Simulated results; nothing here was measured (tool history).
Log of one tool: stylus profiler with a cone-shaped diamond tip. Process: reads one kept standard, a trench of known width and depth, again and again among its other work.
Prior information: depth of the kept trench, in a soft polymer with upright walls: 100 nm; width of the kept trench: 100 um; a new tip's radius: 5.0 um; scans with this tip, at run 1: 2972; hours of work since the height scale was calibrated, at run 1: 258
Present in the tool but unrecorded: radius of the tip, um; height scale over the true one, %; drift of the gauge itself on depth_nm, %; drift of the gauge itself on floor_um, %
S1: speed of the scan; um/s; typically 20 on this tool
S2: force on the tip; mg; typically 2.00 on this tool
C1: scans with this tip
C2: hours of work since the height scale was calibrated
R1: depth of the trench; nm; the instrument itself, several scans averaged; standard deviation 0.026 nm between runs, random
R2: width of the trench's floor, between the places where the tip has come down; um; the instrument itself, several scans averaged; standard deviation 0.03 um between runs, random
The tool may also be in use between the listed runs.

run	hour	S1	S2	C1	C2	R1	R2
1	0.0	20	2.00	2972	258	101.18	97.92
2	23.1	20	1.23	3122	271	100.87	97.89
3	42.5	20	1.23	3248	281	100.83	97.87
4	56.7	20	2.00	3340	289	101.19	97.86
5	80.2	20	2.00	3493	303	101.16	97.90
6	96.0	16	2.00	3596	312	101.14	97.86
7	111.4	20	2.00	3696	320	101.15	97.90
8	132.2	20	2.00	3831	332	101.13	97.84
9	152.5	20	2.00	3963	343	101.17	97.94
10	173.3	6	2.00	4098	355	101.20	97.92
11	186.6	6	2.00	4185	363	101.18	97.96
12	202.8	6	2.00	4290	372	101.18	98.00
13	218.1	6	2.00	4389	380	101.11	97.96
14	235.8	20	0.70	4504	390	100.60	97.82
15	254.0	20	0.70	4623	401	100.61	97.82
16	269.1	20	0.70	4721	409	100.56	97.76
17	291.0	20	0.70	4863	421	100.62	97.84
18	303.3	20	1.86	4943	428	101.18	97.88
19	318.0	20	1.86	5039	437	101.11	97.86
20	338.2	20	1.86	5170	448	101.09	97.88
21	357.5	20	0.79	5295	459	100.64	97.83
22	373.8	23	4.72	5401	468	102.08	97.94
23	386.2	11	4.66	5482	475	102.05	97.95
24	404.5	11	4.66	5601	485	102.07	98.04
25	425.1	72	4.18	5735	497	101.92	97.70
26	442.3	23	1.12	5846	507	100.77	97.80
27	452.9	23	1.12	5915	513	100.78	97.84
28	470.4	23	1.12	6030	523	100.77	97.77
29	487.0	77	2.00	6137	532	101.15	97.51
30	501.5	34	2.05	6232	540	101.23	97.82
31	518.3	34	2.05	6340	550	101.18	97.82

Here are 5 independent what-if runs from the current tool condition. What would each one return?
A	538.2	9	2.00	6470	561	?	?
B	538.2	20	2.27	6470	561	?	?
C	538.2	13	0.92	6470	561	?	?
D	538.2	24	0.74	6470	561	?	?
E	538.2	22	1.25	6470	561	?	?

run	R1	R2
A	101.18	97.95
B	101.27	97.91
C	100.64	97.85
D	100.60	97.79
E	100.85	97.89
With no hidden state in the tool, these same runs would have given:
run	R1	R2
A	101.18	97.95
B	101.27	97.91
C	100.64	97.86
D	100.60	97.79
E	100.85	97.90
